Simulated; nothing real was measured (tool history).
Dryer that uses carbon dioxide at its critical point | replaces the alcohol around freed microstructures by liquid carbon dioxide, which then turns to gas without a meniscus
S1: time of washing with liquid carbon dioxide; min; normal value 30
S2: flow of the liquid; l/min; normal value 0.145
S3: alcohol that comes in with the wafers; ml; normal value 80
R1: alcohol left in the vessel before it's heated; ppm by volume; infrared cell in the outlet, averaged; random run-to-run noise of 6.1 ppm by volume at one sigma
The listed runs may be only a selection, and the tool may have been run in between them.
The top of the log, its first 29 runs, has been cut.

Run 30, hour 274.1: usual settings but S1 45 min, S2 0.109 l/min, S3 74 ml. Result: R1 207 ppm by volume.
Run 31, hour 281.3: usual settings but S1 46 min, S2 0.146 l/min, S3 100 ml. Result: R1 48 ppm by volume.
Run 32, hour 288.7: usual settings but S3 81 ml. Result: R1 458 ppm by volume.
Run 33, hour 299.7: usual settings but S3 81 ml. Result: R1 433 ppm by volume.
Run 34, hour 309.5: usual settings but S1 37 min, S3 45 ml. Result: R1 98 ppm by volume.
Run 35, hour 318.4: usual settings but S1 25 min, S2 0.153 l/min, S3 37 ml. Result: R1 439 ppm by volume.
Run 36, hour 329.7: usual settings but S1 25 min, S2 0.153 l/min, S3 37 ml. Result: R1 435 ppm by volume.
Run 37, hour 339.1: usual settings but S1 25 min, S2 0.125 l/min, S3 53 ml. Result: R1 1556 ppm by volume.
Run 38, hour 350.1: usual settings but S2 0.181 l/min, S3 53 ml. Result: R1 98 ppm by volume.
Run 39, hour 355.7: usual settings but S2 0.106 l/min, S3 37 ml. Result: R1 1026 ppm by volume.
Run 40, hour 363: usual settings but S2 0.11 l/min. Result: R1 1900 ppm by volume.
Run 41, hour 373.9: usual settings but S2 0.109 l/min, S3 95 ml. Result: R1 2388 ppm by volume.
Run 42, hour 382.2: usual settings but S2 0.109 l/min, S3 95 ml. Result: R1 2296 ppm by volume.
Run 43, hour 389.7: usual settings but S2 0.169 l/min, S3 96 ml. Result: R1 260 ppm by volume.

4 ways to go on from here, each from the tool as it stands after run 43. What would each give?
Run A, hour 397: usual settings but S1 39 min, S2 0.154 l/min, S3 67 ml. Result: R1 ?.
Run B, hour 397: usual settings but S1 47 min, S2 0.212 l/min, S3 40 ml. Result: R1 ?.
Run C, hour 397: usual settings but S3 71 ml. Result: R1 ?.
Run D, hour 397: usual settings but S2 0.186 l/min. Result: R1 ?.

run   R1
  A   89
  B   49
  C  456
  D  136
Without the tool's unlogged condition, the same runs would have read:
run   R1
  A   25
  B   15
  C  202
  D   42
